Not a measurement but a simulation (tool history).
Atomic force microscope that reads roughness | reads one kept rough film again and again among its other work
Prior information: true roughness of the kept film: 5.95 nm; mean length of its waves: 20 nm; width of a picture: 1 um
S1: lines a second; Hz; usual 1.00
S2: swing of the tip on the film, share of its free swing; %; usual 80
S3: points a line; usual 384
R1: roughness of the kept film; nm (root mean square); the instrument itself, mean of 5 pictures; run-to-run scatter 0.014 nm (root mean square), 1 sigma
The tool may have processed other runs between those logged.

run     day    S1  S2   S3     R1
  1   0.000  1.00  80  384  3.194
  2   3.088  1.00  80  384  2.646
  3   4.862  1.00  80  384  2.437
      7.138  -- new tip fitted
  4   8.108  1.00  80  383  3.220
  5  11.058  1.00  80  384  2.649
  6  13.004  1.00  80  384  2.371
  7  14.654  1.00  80  384  2.177
     14.983  -- new tip fitted
  8  17.425  1.00  80  384  2.964
  9  20.412  1.00  80  384  2.510
 10  22.358  1.00  80  384  2.272
     22.846  -- new tip fitted
 11  25.733  1.00  80  384  2.850
 12  27.592  0.77  56  674  2.771
 13  30.329  0.62  58  747  2.402
     30.921  -- new tip fitted
 14  32.904  0.62  58  747  3.194
 15  35.512  1.44  80  384  2.503
 16  38.646  1.00  71  385  2.270
     38.975  -- new tip fitted
 17  40.700  1.67  58  401  3.162
 18  42.842  2.15  85  273  2.353
 19  46.012  0.83  76  692  2.392

Results for each run, recomputed without the tool's hidden state and with each run's random variation untouched:
Hidden conditions of the tool in this case: radius of the tip, nm; height scale over the true one, %; drift of the gauge itself on roughness_nm, %.
run     R1
  1  3.457
  2  3.427
  3  3.459
  4  3.442
  5  3.440
  6  3.445
  7  3.445
  8  3.456
  9  3.448
 10  3.439
 11  3.463
 12  3.672
 13  3.666
 14  3.712
 15  3.367
 16  3.553
 17  3.575
 18  3.051
 19  3.579

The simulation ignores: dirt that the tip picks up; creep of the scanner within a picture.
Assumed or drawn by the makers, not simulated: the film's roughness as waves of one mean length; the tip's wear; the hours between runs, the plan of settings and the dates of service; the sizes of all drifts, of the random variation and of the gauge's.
